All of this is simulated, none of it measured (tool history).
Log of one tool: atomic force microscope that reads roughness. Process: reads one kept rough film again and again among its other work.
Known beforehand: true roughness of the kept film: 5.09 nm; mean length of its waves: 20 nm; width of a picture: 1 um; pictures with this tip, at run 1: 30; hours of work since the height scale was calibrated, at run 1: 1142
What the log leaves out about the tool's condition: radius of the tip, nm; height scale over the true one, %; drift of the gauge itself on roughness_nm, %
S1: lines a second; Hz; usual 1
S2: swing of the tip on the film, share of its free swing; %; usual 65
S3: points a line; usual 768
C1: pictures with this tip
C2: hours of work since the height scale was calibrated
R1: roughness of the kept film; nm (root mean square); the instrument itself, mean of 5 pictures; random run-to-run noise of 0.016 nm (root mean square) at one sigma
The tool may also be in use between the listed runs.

run 1 hour=0 | S1=1 S2=65 S3=768 | C1=30 C2=1142 | R1=3.729
run 2 hour=25.8 | S1=1 S2=65 S3=768 | C1=85 C2=1159 | R1=3.287
run 3 hour=61.4 | S1=1 S2=65 S3=1000 | C1=160 C2=1183 | R1=2.803
-- hour=98.5 new tip fitted
run 4 hour=101.8 | S1=1 S2=65 S3=1000 | C1=7 C2=1210 | R1=3.753
run 5 hour=121.3 | S1=1 S2=65 S3=1000 | C1=48 C2=1223 | R1=3.404
run 6 hour=155.7 | S1=1 S2=65 S3=1000 | C1=120 C2=1246 | R1=2.922
run 7 hour=197.5 | S1=2.5 S2=65 S3=768 | C1=208 C2=1274 | R1=2.385
-- hour=210.1 new tip fitted
run 8 hour=221.3 | S1=2.5 S2=65 S3=768 | C1=23 C2=1290 | R1=3.526
run 9 hour=241.7 | S1=1 S2=65 S3=768 | C1=66 C2=1303 | R1=3.318
run 10 hour=277.2 | S1=0.82 S2=65 S3=768 | C1=141 C2=1327 | R1=2.864
run 11 hour=311.4 | S1=1.86 S2=65 S3=768 | C1=213 C2=1350 | R1=2.41
-- hour=321.1 new tip fitted
run 12 hour=358.6 | S1=1.86 S2=65 S3=768 | C1=79 C2=1382 | R1=3.18
run 13 hour=402.3 | S1=1 S2=65 S3=768 | C1=170 C2=1411 | R1=2.755
-- hour=431.8 new tip fitted
run 14 hour=437 | S1=1 S2=57 S3=768 | C1=11 C2=1434 | R1=3.865
run 15 hour=472.2 | S1=1 S2=65 S3=768 | C1=85 C2=1458 | R1=3.215
run 16 hour=513.7 | S1=2.68 S2=65 S3=768 | C1=172 C2=1486 | R1=2.557
-- hour=542.7 new tip fitted
run 17 hour=545.6 | S1=2.68 S2=65 S3=768 | C1=6 C2=1507 | R1=3.718
run 18 hour=592.7 | S1=1 S2=65 S3=1007 | C1=106 C2=1538 | R1=3.05
run 19 hour=624.5 | S1=1 S2=65 S3=1007 | C1=172 C2=1560 | R1=2.675
-- hour=653 new tip fitted
run 20 hour=663.6 | S1=1 S2=65 S3=1007 | C1=22 C2=1586 | R1=3.802
run 21 hour=684.1 | S1=1 S2=65 S3=768 | C1=65 C2=1599 | R1=3.404
run 22 hour=720.7 | S1=1 S2=65 S3=768 | C1=142 C2=1624 | R1=2.838
run 23 hour=746.1 | S1=1 S2=65 S3=768 | C1=196 C2=1641 | R1=2.612
-- hour=767.1 new tip fitted
run 24 hour=769 | S1=1 S2=65 S3=768 | C1=4 C2=1656 | R1=3.89
run 25 hour=792.1 | S1=1 S2=65 S3=768 | C1=52 C2=1672 | R1=3.537
run 26 hour=816.4 | S1=1 S2=65 S3=768 | C1=104 C2=1688 | R1=3.075
run 27 hour=860.1 | S1=1.15 S2=74 S3=768 | C1=196 C2=1718 | R1=2.537
-- hour=879.2 new tip fitted
run 28 hour=884.8 | S1=0.87 S2=57 S3=768 | C1=12 C2=1734 | R1=3.928
run 29 hour=908.8 | S1=0.87 S2=57 S3=768 | C1=62 C2=1750 | R1=3.456
run 30 hour=931.7 | S1=1 S2=65 S3=257 | C1=110 C2=1765 | R1=2.972
run 31 hour=967.5 | S1=1 S2=65 S3=257 | C1=186 C2=1789 | R1=2.575
-- hour=972.2 height scale calibrated on a step standard
-- hour=991.6 new tip fitted
run 32 hour=1004 | S1=1 S2=65 S3=257 | C1=27 C2=21 | R1=3.642
run 33 hour=1026.2 | S1=1 S2=59 S3=587 | C1=73 C2=36 | R1=3.439
run 34 hour=1049.2 | S1=1 S2=59 S3=587 | C1=122 C2=51 | R1=3.068
-- hour=1055.6 height scale calibrated on a step standard, once more
run 35 hour=1090.5 | S1=0.59 S2=70 S3=397 | C1=207 C2=23 | R1=2.534
-- hour=1104.9 new tip fitted
run 36 hour=1122.8 | S1=0.88 S2=80 S3=852 | C1=38 C2=45 | R1=3.431
run 37 hour=1153.5 | S1=2.61 S2=65 S3=768 | C1=102 C2=66 | R1=2.898
run 38 hour=1181.1 | S1=2.61 S2=65 S3=768 | C1=160 C2=84 | R1=2.564
run 39 hour=1212.9 | S1=2.61 S2=65 S3=768 | C1=227 C2=105 | R1=2.279
-- hour=1216.8 new tip fitted
run 40 hour=1242.9 | S1=2.61 S2=65 S3=768 | C1=55 C2=125 | R1=3.282
run 41 hour=1267.3 | S1=0.86 S2=64 S3=774 | C1=106 C2=142 | R1=3.051
run 42 hour=1298.8 | S1=3.13 S2=65 S3=551 | C1=172 C2=163 | R1=2.481
run 43 hour=1320.2 | S1=3.13 S2=65 S3=551 | C1=218 C2=177 | R1=2.295
-- hour=1328.6 new tip fitted
run 44 hour=1350.9 | S1=3.13 S2=65 S3=551 | C1=47 C2=198 | R1=3.265
run 45 hour=1382.2 | S1=1.34 S2=89 S3=258 | C1=113 C2=219 | R1=2.599
run 46 hour=1411.6 | S1=3.73 S2=89 S3=258 | C1=175 C2=238 | R1=1.912
run 47 hour=1432.8 | S1=1.2 S2=77 S3=416 | C1=220 C2=253 | R1=2.357
-- hour=1440.8 new tip fitted
run 48 hour=1457 | S1=0.96 S2=65 S3=768 | C1=34 C2=269 | R1=3.556
run 49 hour=1499.7 | S1=1 S2=62 S3=768 | C1=124 C2=297 | R1=2.944
run 50 hour=1540.1 | S1=1.64 S2=62 S3=768 | C1=209 C2=324 | R1=2.516
-- hour=1555.2 new tip fitted
run 51 hour=1582.7 | S1=1 S2=78 S3=306 | C1=58 C2=353 | R1=3.199
run 52 hour=1608.7 | S1=1 S2=78 S3=306 | C1=113 C2=370 | R1=2.834

Some steps in R1 between neighbouring runs. How much of each would the tool show without its hidden state too (settings, what came in, random variation), and how much is left for the hidden state, with any gauge scatter that isn't in both results?
Run 7 -> 8: new tip fitted. R1 +1.141 nm (root mean square): hidden state +1.16, all else -0.019.
Run 23 -> 24: new tip fitted. R1 +1.278 nm (root mean square): hidden state +1.307, all else -0.029.
Run 27 -> 28: S1 1.15 -> 0.87, S2 74 -> 57, new tip fitted. R1 +1.391 nm (root mean square): hidden state +1.212, all else +0.179.
Run 47 -> 48: S1 1.2 -> 0.96, S2 77 -> 65, S3 416 -> 768, new tip fitted. R1 +1.199 nm (root mean square): hidden state +1, all else +0.199.
